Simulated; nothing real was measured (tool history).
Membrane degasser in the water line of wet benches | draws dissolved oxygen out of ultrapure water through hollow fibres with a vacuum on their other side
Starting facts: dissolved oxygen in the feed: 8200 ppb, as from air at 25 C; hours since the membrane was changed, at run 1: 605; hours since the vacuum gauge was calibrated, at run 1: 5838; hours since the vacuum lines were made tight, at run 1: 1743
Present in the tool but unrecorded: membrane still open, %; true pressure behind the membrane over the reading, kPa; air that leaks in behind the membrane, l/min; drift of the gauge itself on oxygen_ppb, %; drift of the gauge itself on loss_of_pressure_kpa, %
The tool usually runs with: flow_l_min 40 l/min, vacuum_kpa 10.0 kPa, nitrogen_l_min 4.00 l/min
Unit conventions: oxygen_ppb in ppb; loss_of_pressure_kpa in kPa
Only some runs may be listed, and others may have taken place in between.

run,hour,flow_l_min,vacuum_kpa,nitrogen_l_min,hours since the membrane was changed,hours since the vacuum gauge was calibrated,hours since the vacuum lines were made tight,oxygen_ppb,loss_of_pressure_kpa
1,0.0,40,10.0,4.00,605,5838,1743,163.2,63.87
2,161.9,40,10.0,4.00,767,6000,1905,165.7,63.76
3,318.1,40,10.0,4.00,923,6157,2061,163.7,63.73
4,390.1,40,17.3,4.00,995,6229,2133,325.5,64.37
5,484.5,40,10.0,4.00,1090,6323,2228,163.5,63.96
6,575.1,40,10.0,8.18,1180,6414,2318,84.7,63.58
7,730.8,40,10.0,4.00,1336,6569,2474,165.4,63.61
8,809.4,40,10.0,4.00,1415,6648,2552,163.6,63.44
9,889.3,40,10.0,4.00,1495,6728,2632,164.8,64.20
10,966.2,40,10.0,11.95,1572,6805,2709,59.4,64.00
11,1126.4,40,10.0,2.40,1732,6965,2869,258.9,64.04
12,1296.6,40,10.0,2.40,1902,7135,3040,258.3,63.73
13,1413.6,40,13.0,2.40,2019,7252,3157,364.6,64.42
# hour 1493.7: vacuum gauge calibrated
14,1542.6,40,10.0,4.00,2147,49,3285,161.0,64.03
15,1687.8,40,10.0,4.00,2293,194,3430,161.8,63.70
16,1854.8,40,10.0,4.00,2460,361,3597,160.8,63.93
17,2015.5,63,20.2,3.29,2620,522,3758,700.8,101.19
18,2183.0,63,20.2,3.29,2788,689,3926,698.1,101.13
19,2328.2,28,19.6,2.01,2933,835,4071,502.9,45.47
20,2415.5,28,19.6,2.01,3020,922,4158,502.4,44.98
21,2538.5,28,19.6,2.01,3143,1045,4281,505.4,44.92
22,2644.2,54,8.0,4.00,3249,1151,4387,160.6,86.93
23,2744.8,43,7.5,9.36,3350,1251,4487,52.0,69.31
24,2825.1,43,7.5,9.36,3430,1331,4568,52.4,69.36
25,2972.3,43,7.5,9.36,3577,1479,4715,52.4,69.70
26,3050.0,43,7.5,9.36,3655,1556,4792,52.3,69.69
27,3214.0,43,7.5,9.36,3819,1720,4957,52.3,69.32
28,3291.8,40,6.4,3.10,3897,1798,5034,98.3,64.91
29,3396.8,28,16.1,4.90,4002,1903,5139,177.3,45.33
30,3473.6,28,16.1,4.90,4079,1980,5216,176.5,45.58
31,3586.5,28,8.8,1.72,4191,2093,5329,208.8,45.18

Measured result minus the same run's result without the hidden state. Both carry the same run-to-run variation, though not necessarily the same gauge scatter:
run,oxygen_ppb,loss_of_pressure_kpa
1,+3.7,+0.21
2,+3.8,+0.26
3,+3.9,+0.31
4,+4.0,+0.34
5,+4.0,+0.36
6,+2.1,+0.39
7,+4.2,+0.44
8,+4.2,+0.47
9,+4.3,+0.50
10,+1.6,+0.53
11,+6.8,+0.58
12,+6.8,+0.63
13,+7.0,+0.67
14,+0.9,+0.72
15,+1.1,+0.75
16,+1.2,+0.82
17,+3.5,+1.36
18,+3.7,+1.46
19,+2.6,+0.69
20,+2.7,+0.69
21,+2.8,+0.72
22,+2.8,+1.45
23,+1.1,+1.20
24,+1.1,+1.23
25,+1.2,+1.27
26,+1.2,+1.31
27,+1.3,+1.37
28,+2.2,+1.30
29,+1.7,+0.94
30,+1.7,+0.95
31,+2.9,+0.98
